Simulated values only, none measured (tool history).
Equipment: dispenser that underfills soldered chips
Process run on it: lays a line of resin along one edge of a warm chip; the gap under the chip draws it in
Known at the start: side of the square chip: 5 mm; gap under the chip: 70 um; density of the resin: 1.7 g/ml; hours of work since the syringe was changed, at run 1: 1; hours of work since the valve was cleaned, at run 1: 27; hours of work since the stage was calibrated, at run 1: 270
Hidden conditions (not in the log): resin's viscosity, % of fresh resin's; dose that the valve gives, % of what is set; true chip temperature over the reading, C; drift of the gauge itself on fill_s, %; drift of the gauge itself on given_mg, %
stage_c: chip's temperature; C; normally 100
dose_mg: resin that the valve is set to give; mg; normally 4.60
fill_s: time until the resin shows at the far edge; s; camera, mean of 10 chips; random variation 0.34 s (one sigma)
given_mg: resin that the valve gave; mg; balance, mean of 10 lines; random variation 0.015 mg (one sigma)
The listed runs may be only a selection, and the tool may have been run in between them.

| run | hour | stage_c | dose_mg | hours of work since the syringe was changed | hours of work since the valve was cleaned | hours of work since the stage was calibrated | fill_s | given_mg |
|---|---|---|---|---|---|---|---|---|
| 1 | 0.0 | 100 | 4.60 | 1 | 27 | 270 | 16.3 | 4.58 |
|  | 7.0 | new syringe of resin |
|  | 16.3 | new syringe of resin |
| 2 | 16.3 | 92 | 4.60 | 0 | 38 | 280 | 20.0 | 4.57 |
|  | 25.0 | new syringe of resin |
| 3 | 27.1 | 100 | 4.60 | 1 | 45 | 288 | 16.1 | 4.52 |
|  | 34.8 | new syringe of resin |
| 4 | 37.0 | 100 | 5.57 | 1 | 51 | 294 | 16.5 | 5.48 |
|  | 43.9 | new syringe of resin |
| 5 | 49.9 | 100 | 4.41 | 4 | 60 | 302 | 19.5 | 4.32 |
|  | 52.5 | new syringe of resin |
|  | 61.1 | new syringe of resin |
| 6 | 64.3 | 100 | 4.60 | 2 | 69 | 312 | 17.5 | 4.48 |
|  | 67.2 | dispensing valve cleaned and set on the balance |
|  | 71.4 | new syringe of resin |
| 7 | 74.9 | 100 | 4.60 | 2 | 5 | 318 | 18.0 | 4.57 |
|  | 79.8 | stage's temperature calibrated |
|  | 81.0 | new syringe of resin |
| 8 | 87.7 | 96 | 4.60 | 4 | 13 | 5 | 24.5 | 4.59 |
|  | 90.8 | new syringe of resin |
|  | 100.1 | new syringe of resin |
| 9 | 103.9 | 100 | 5.85 | 3 | 23 | 15 | 17.9 | 5.79 |
|  | 108.8 | new syringe of resin |
| 10 | 111.4 | 100 | 5.85 | 2 | 28 | 20 | 17.5 | 5.82 |
|  | 117.6 | new syringe of resin |
| 11 | 123.9 | 100 | 5.85 | 4 | 36 | 28 | 19.4 | 5.77 |
|  | 126.4 | new syringe of resin |
|  | 135.5 | new syringe of resin |
| 12 | 140.8 | 100 | 4.92 | 4 | 47 | 39 | 19.3 | 4.82 |
|  | 145.1 | new syringe of resin |
|  | 153.7 | new syringe of resin |
| 13 | 155.6 | 100 | 4.92 | 1 | 56 | 49 | 17.1 | 4.82 |
|  | 162.8 | new syringe of resin |
|  | 171.3 | new syringe of resin |
| 14 | 171.3 | 115 | 5.85 | 0 | 66 | 59 | 9.3 | 5.73 |
|  | 178.6 | dispensing valve cleaned and set on the balance |
| 15 | 180.0 | 115 | 5.85 | 5 | 1 | 64 | 12.9 | 5.84 |
|  | 181.8 | new syringe of resin |
| 16 | 187.8 | 110 | 4.70 | 4 | 6 | 69 | 14.6 | 4.66 |
|  | 190.9 | new syringe of resin |
|  | 200.3 | new syringe of resin |
| 17 | 204.4 | 110 | 4.70 | 3 | 17 | 80 | 13.2 | 4.67 |
|  | 209.3 | new syringe of resin |
| 18 | 216.0 | 110 | 4.70 | 4 | 24 | 87 | 14.9 | 4.66 |
|  | 218.3 | new syringe of resin |
| 19 | 223.9 | 111 | 5.32 | 4 | 29 | 92 | 12.9 | 5.26 |
|  | 227.1 | new syringe of resin |
| 20 | 232.8 | 103 | 4.66 | 4 | 35 | 98 | 17.8 | 4.60 |
|  | 236.1 | new syringe of resin |
|  | 245.8 | new syringe of resin |
| 21 | 248.9 | 90 | 4.60 | 2 | 45 | 108 | 24.7 | 4.52 |
|  | 254.6 | new syringe of resin |
| 22 | 260.4 | 115 | 4.73 | 4 | 53 | 116 | 12.3 | 4.63 |
|  | 263.9 | new syringe of resin |
| 23 | 268.4 | 93 | 4.53 | 3 | 58 | 121 | 24.4 | 4.43 |
|  | 272.5 | new syringe of resin |
| 24 | 280.4 | 88 | 3.95 | 5 | 66 | 129 | 35.1 | 3.85 |
|  | 282.1 | new syringe of resin |
|  | 288.5 | dispensing valve cleaned and set on the balance |
| 25 | 289.5 | 88 | 4.27 | 4 | 1 | 134 | 31.8 | 4.25 |

For some of the steps in fill_s from one run to the next: how much would appear even if the tool had no hidden state, given the settings, what came in and random variation, and how much remains for the hidden state plus any gauge scatter that the measured result and the result without hidden state don't share?
Run 7 -> 8: stage_c 100 -> 96, stage's temperature calibrated, new syringe of resin. fill_s +6.5 s: hidden state +4.5, all else +2.0.
Run 21 -> 22: stage_c 90 -> 115, dose_mg 4.60 -> 4.73, new syringe of resin. fill_s -12.4 s: hidden state -0.4, all else -12.0.
Run 22 -> 23: stage_c 115 -> 93, dose_mg 4.73 -> 4.53, new syringe of resin. fill_s +12.1 s: hidden state +1.6, all else +10.5.
Run 23 -> 24: stage_c 93 -> 88, dose_mg 4.53 -> 3.95, new syringe of resin. fill_s +10.7 s: hidden state +6.0, all else +4.7.
